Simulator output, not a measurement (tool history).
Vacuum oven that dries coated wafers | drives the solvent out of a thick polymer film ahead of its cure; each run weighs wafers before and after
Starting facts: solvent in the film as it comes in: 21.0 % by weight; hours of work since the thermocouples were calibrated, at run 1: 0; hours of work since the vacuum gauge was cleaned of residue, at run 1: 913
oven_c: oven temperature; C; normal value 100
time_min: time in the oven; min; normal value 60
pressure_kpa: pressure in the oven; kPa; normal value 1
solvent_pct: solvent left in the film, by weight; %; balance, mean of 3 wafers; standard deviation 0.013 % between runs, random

run,day,oven_c,time_min,pressure_kpa,hours of work since the thermocouples were calibrated,hours of work since the vacuum gauge was cleaned of residue,solvent_pct
1,0,100,60,1,0,913,1.27
2,2.342,100,60,1,24,937,1.27
3,3.846,100,60,1,39,952,1.3
4,5.204,100,60,1,53,966,1.26
5,6.733,100,60,1,69,982,1.28
6,9.338,100,60,1,96,1009,1.28
7,12.288,100,60,1,126,1039,1.3
8,14.371,100,60,1,147,1060,1.29
9,17.138,100,60,1,176,1089,1.28
10,19.575,113,34,1.62,201,1114,1.35
11,22.033,113,34,1.62,226,1139,1.36
12,24.058,113,34,1.62,247,1160,1.36
13,25.975,99,72,1.62,266,1179,1.34
14,29.121,99,72,1.57,299,1211,1.3
15,31.371,99,72,1.57,322,1235,1.3

What will run 16 give?
16,33.762,99,72,0.53,346,1259,?

For run 16 the tool returned solvent_pct 0.79 %.
Take away the tool's hidden state, keep the run-to-run variation as it was, and the same run would have given solvent_pct 0.79 %.
